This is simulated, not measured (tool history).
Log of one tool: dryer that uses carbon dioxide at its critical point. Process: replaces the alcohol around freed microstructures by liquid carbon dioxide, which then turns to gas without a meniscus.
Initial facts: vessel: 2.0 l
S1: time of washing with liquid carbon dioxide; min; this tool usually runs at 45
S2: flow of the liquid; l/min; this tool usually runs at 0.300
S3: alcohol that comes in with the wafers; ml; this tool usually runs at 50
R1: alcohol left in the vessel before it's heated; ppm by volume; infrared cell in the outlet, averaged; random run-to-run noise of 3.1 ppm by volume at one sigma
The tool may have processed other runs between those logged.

run	day	S1	S2	S3	R1
1	0.000	45	0.300	50	147
2	0.367	45	0.300	50	152
3	0.988	45	0.300	50	152
4	1.362	45	0.300	50	145
5	1.646	45	0.374	50	55
6	2.254	45	0.374	50	63
7	2.633	45	0.374	50	56
8	2.958	45	0.374	50	64
9	3.258	45	0.374	50	59
10	3.679	62	0.300	50	36
11	4.267	45	0.475	50	25
12	4.600	45	0.475	50	27
13	4.896	45	0.475	50	29
14	5.283	45	0.475	50	27
15	5.767	45	0.284	50	201
16	6.308	45	0.284	50	207
17	6.642	45	0.284	50	210
18	7.288	45	0.284	50	208
19	7.654	45	0.284	23	108
20	8.275	45	0.403	50	47
21	8.779	33	0.389	72	316
22	9.054	45	0.185	50	997
23	9.567	45	0.185	50	1000

For run 24, what comes out?
24	9.854	52	0.370	28	?

Run 24 gave R1 33 ppm by volume.
Minus the tool's unlogged condition, the same run would have read R1 11 ppm by volume.
